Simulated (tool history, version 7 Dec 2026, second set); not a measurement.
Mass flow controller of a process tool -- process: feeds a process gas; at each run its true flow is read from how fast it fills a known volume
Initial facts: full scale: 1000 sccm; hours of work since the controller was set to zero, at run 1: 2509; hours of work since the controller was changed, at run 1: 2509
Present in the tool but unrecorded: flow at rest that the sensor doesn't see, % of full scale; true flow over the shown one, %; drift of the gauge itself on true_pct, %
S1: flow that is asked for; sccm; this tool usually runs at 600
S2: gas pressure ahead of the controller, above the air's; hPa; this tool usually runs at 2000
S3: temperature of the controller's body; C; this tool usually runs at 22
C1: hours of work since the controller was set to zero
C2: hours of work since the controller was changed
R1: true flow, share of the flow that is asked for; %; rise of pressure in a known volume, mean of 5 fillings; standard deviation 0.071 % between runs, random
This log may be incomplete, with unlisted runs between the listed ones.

run     day   S1    S2  S3    C1    C2      R1
  1   0.000  600  2000  22  2509  2509  101.24
  2   2.667  600  2000  22  2559  2559  101.20
  3   4.904  497  2000  22  2601  2601  101.26
  4   8.458  497  2000  22  2668  2668  101.20
  5  10.204  497  2000  22  2700  2700  101.20
  6  12.958  497  2000  22  2752  2752  101.24
  7  15.996  600  2000  34  2809  2809  100.99
  8  17.583  600  2000  34  2839  2839  100.93
  9  20.529  600  2000  22  2894  2894  101.34
 10  22.354  438  2000  22  2929  2929  101.56
 11  23.925  118  2000  22  2958  2958  102.73
 12  26.842  118  2000  22  3013  3013  102.71
 13  29.383  600  2000  22  3061  3061  101.35
 14  31.983  600  2000  22  3110  3110  101.26
 15  33.667  600  2000  22  3141  3141  101.41
 16  36.962  132  2000  22  3203  3203  102.56
 17  38.592  132  2000  22  3234  3234  102.70
 18  41.117  132  2000  22  3281  3281  102.72
 19  44.629  132  2000  22  3347  3347  102.82
 20  48.321  132  2000  22  3417  3417  102.72
 21  50.833  600  1830  22  3464  3464  101.55
 22  52.367  150  2410  22  3493  3493  102.54
 23  54.542  150  2410  22  3533  3533  102.43
 24  56.058  600  1920  39  3562  3562  101.24
 25  59.162  104  1920  39  3620  3620  103.22
 26  62.033  600  2540  37  3674  3674  101.08
 27  63.692  715  1950  38  3705  3705  101.24
 28  65.462  176  1950  38  3739  3739  102.31
 29  67.538  628  2000  23  3778  3778  101.63
 30  69.304  628  2000  23  3811  3811  101.59
 31  72.325  628  2000  23  3867  3867  101.64
 32  73.867  628  2000  23  3897  3897  101.63
 33  76.942  628  2700  30  3954  3954  101.13
 34  80.225  308  1750  30  4016  4016  102.01
 35  83.704  500  1690  23  4081  4081  101.94
 36  87.196  600  2000  24  4147  4147  101.73
 37  90.046  248  2090  32  4200  4200  102.19
 38  92.096  248  2090  32  4239  4239  102.20
 39  94.929  623  2210  28  4292  4292  101.73
 40  97.021  623  2210  28  4331  4331  101.67

Per-run results on a tool with no hidden state, each run keeping its own random variation:
run     R1
  1  99.93
  2  99.88
  3  99.85
  4  99.76
  5  99.75
  6  99.77
  7  99.56
  8  99.49
  9  99.88
 10  99.94
 11  99.64
 12  99.59
 13  99.83
 14  99.71
 15  99.86
 16  99.48
 17  99.60
 18  99.58
 19  99.62
 20  99.47
 21  99.87
 22  99.47
 23  99.32
 24  99.52
 25  99.21
 26  99.31
 27  99.54
 28  99.33
 29  99.85
 30  99.79
 31  99.82
 32  99.80
 33  99.28
 34  99.61
 35  99.91
 36  99.78
 37  99.43
 38  99.42
 39  99.74
 40  99.66
